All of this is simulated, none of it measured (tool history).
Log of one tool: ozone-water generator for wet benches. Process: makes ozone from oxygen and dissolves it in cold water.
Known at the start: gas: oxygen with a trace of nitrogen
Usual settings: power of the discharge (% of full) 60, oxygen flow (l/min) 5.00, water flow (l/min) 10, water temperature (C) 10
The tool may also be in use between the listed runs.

run     day  power of the discharge (% of full)  oxygen flow (l/min)  water flow (l/min)  water temperature (C)  dissolved ozone (ppm)  ozone in the gas ahead of the water (g/m3)
  1   0.000                                  60                 5.00                  10                     10                   24.7                                       164.2
  2   1.492                                  60                 5.00                  10                     10                   24.6                                       166.1
  3   2.921                                  60                 5.00                  10                     10                   24.5                                       165.1
  4   4.267                                  60                 5.00                  10                     10                   24.6                                       163.9
  5   5.579                                  60                 5.00                  10                      8                   25.3                                       163.6
  6   7.167                                  60                 5.00                  10                      8                   25.3                                       163.8
  7   9.512                                  60                 5.00                  10                     10                   24.2                                       162.5
  8  11.375                                  60                 5.00                  11                     10                   22.2                                       164.9
  9  12.958                                  60                 5.00                  10                     10                   24.3                                       162.5
 10  15.283                                  60                 5.00                  10                     10                   23.8                                       165.4
 11  16.471                                  60                 5.00                  10                     10                   24.0                                       163.3
 12  18.800                                  60                 5.00                  10                      5                   26.3                                       164.1
     19.196  -- contactor cleaned
 13  20.596                                  60                 5.00                  10                      5                   25.2                                       163.4
 14  22.712                                  60                 5.00                  10                      5                   25.3                                       163.4
 15  23.942                                  60                 5.00                  10                     16                   20.6                                       163.0
 16  25.529                                  60                 5.00                  10                     16                   20.6                                       163.1
 17  27.112                                  60                 5.00                  10                     16                   20.5                                       161.6
 18  29.621                                  60                 8.68                  10                     16                   19.6                                       129.1
 19  32.179                                  60                 8.93                   9                     10                   24.1                                       128.7
 20  33.850                                  60                 5.00                   8                     10                   27.6                                       161.6
     34.588  -- contactor cleaned, once more
 21  36.592                                  50                 2.58                  11                     10                   18.5                                       183.5
 22  38.558                                  66                 2.58                  11                     10                   23.7                                       232.2
 23  39.658                                  96                 3.59                  13                     17                   26.4                                       279.0
 24  40.817                                  60                 6.71                  12                     10                   22.3                                       143.5
 25  42.646                                  61                 6.71                  12                      7                   23.7                                       145.4
 26  44.317                                  60                 5.00                   8                      9                   31.0                                       162.3
 27  46.638                                  60                 5.00                  11                      8                   24.2                                       161.3
 28  48.517                                  62                 4.06                  10                      8                   26.8                                       180.4
 29  49.638                                  68                 3.56                   9                     17                   26.8                                       209.4
 30  52.025                                  68                 3.56                   9                     17                   27.1                                       204.3
 31  54.562                                  68                 3.56                   9                     12                   29.0                                       205.2
 32  56.367                                  60                 5.00                  10                     18                   21.9                                       161.7

Forecast each of these 5 alternatives for the next run:
  A  58.875                                  60                 5.00                  10                     15                      ?                                           ?
  B  58.875                                  60                 8.23                  10                     18                      ?                                           ?
  C  58.875                                  60                 5.00                  14                      7                      ?                                           ?
  D  58.875                                  60                 5.02                  10                     15                      ?                                           ?
  E  58.875                                  71                 4.62                  16                     10                      ?                                           ?

run  dissolved ozone (ppm)  ozone in the gas ahead of the water (g/m3)
  A                   22.6                                       160.9
  B                   20.9                                       130.7
  C                   19.4                                       160.6
  D                   23.1                                       161.4
  E                   18.7                                       192.0
Without the tool's hidden state the same runs would have given:
run  dissolved ozone (ppm)  ozone in the gas ahead of the water (g/m3)
  A                   24.4                                       169.9
  B                   22.6                                       138.0
  C                   21.0                                       169.7
  D                   24.9                                       170.4
  E                   20.3                                       204.8

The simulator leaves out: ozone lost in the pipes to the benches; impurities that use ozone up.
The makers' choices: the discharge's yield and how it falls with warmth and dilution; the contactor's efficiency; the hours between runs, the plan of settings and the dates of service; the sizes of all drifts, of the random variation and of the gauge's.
